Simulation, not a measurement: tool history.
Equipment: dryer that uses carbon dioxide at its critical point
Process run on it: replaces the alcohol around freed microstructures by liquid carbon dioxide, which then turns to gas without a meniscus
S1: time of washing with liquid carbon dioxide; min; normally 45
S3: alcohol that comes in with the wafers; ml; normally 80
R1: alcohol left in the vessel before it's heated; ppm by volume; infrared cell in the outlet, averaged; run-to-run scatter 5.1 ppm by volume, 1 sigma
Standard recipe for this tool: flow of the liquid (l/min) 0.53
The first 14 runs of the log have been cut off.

{"run": 15, "hour": 130.7, "S1": 45, "flow of the liquid (l/min)": 0.53, "S3": 80, "R1": 180}
{"run": 16, "hour": 144.4, "S1": 45, "flow of the liquid (l/min)": 0.642, "S3": 80, "R1": 136}
{"run": 17, "hour": 152.6, "S1": 48, "flow of the liquid (l/min)": 0.642, "S3": 80, "R1": 133}
{"run": 18, "hour": 166.2, "S1": 45, "flow of the liquid (l/min)": 0.53, "S3": 80, "R1": 195}
{"run": 19, "hour": 177.2, "S1": 45, "flow of the liquid (l/min)": 0.53, "S3": 23, "R1": 147}
{"run": 20, "hour": 189.0, "S1": 57, "flow of the liquid (l/min)": 0.438, "S3": 60, "R1": 175}
{"run": 21, "hour": 196.3, "S1": 31, "flow of the liquid (l/min)": 0.52, "S3": 60, "R1": 459}
{"run": 22, "hour": 208.8, "S1": 31, "flow of the liquid (l/min)": 0.501, "S3": 25, "R1": 298}
{"run": 23, "hour": 215.2, "S1": 45, "flow of the liquid (l/min)": 0.53, "S3": 58, "R1": 185}
{"run": 24, "hour": 223.8, "S1": 45, "flow of the liquid (l/min)": 0.742, "S3": 41, "R1": 136}
{"run": 25, "hour": 231.3, "S1": 35, "flow of the liquid (l/min)": 0.492, "S3": 80, "R1": 522}
{"run": 26, "hour": 241.4, "S1": 52, "flow of the liquid (l/min)": 0.708, "S3": 42, "R1": 141}
{"run": 27, "hour": 256.0, "S1": 54, "flow of the liquid (l/min)": 0.53, "S3": 25, "R1": 142}
{"run": 28, "hour": 264.8, "S1": 38, "flow of the liquid (l/min)": 0.453, "S3": 81, "R1": 580}
{"run": 29, "hour": 273.5, "S1": 45, "flow of the liquid (l/min)": 0.63, "S3": 45, "R1": 159}
{"run": 30, "hour": 279.7, "S1": 45, "flow of the liquid (l/min)": 0.63, "S3": 45, "R1": 160}
{"run": 31, "hour": 286.8, "S1": 44, "flow of the liquid (l/min)": 0.792, "S3": 66, "R1": 154}
{"run": 32, "hour": 297.3, "S1": 64, "flow of the liquid (l/min)": 0.513, "S3": 80, "R1": 156}
{"run": 33, "hour": 306.7, "S1": 65, "flow of the liquid (l/min)": 0.541, "S3": 69, "R1": 161}
{"run": 34, "hour": 312.8, "S1": 46, "flow of the liquid (l/min)": 0.64, "S3": 80, "R1": 184}
{"run": 35, "hour": 321.7, "S1": 45, "flow of the liquid (l/min)": 0.742, "S3": 80, "R1": 172}
{"run": 36, "hour": 330.8, "S1": 45, "flow of the liquid (l/min)": 0.322, "S3": 80, "R1": 1086}

Alternative continuations, all from the tool just after run 36; predict every row:
{"run": "A", "hour": 341.1, "S1": 68, "flow of the liquid (l/min)": 0.482, "S3": 67, "R1": "?"}
{"run": "B", "hour": 341.1, "S1": 45, "flow of the liquid (l/min)": 0.411, "S3": 80, "R1": "?"}
{"run": "C", "hour": 341.1, "S1": 33, "flow of the liquid (l/min)": 0.83, "S3": 79, "R1": "?"}
{"run": "D", "hour": 341.1, "S1": 63, "flow of the liquid (l/min)": 0.322, "S3": 53, "R1": "?"}

run=A R1=186
run=B R1=562
run=C R1=213
run=D R1=335
With no hidden state in the tool, these same runs would have given:
run=A R1=17
run=B R1=218
run=C R1=25
run=D R1=94
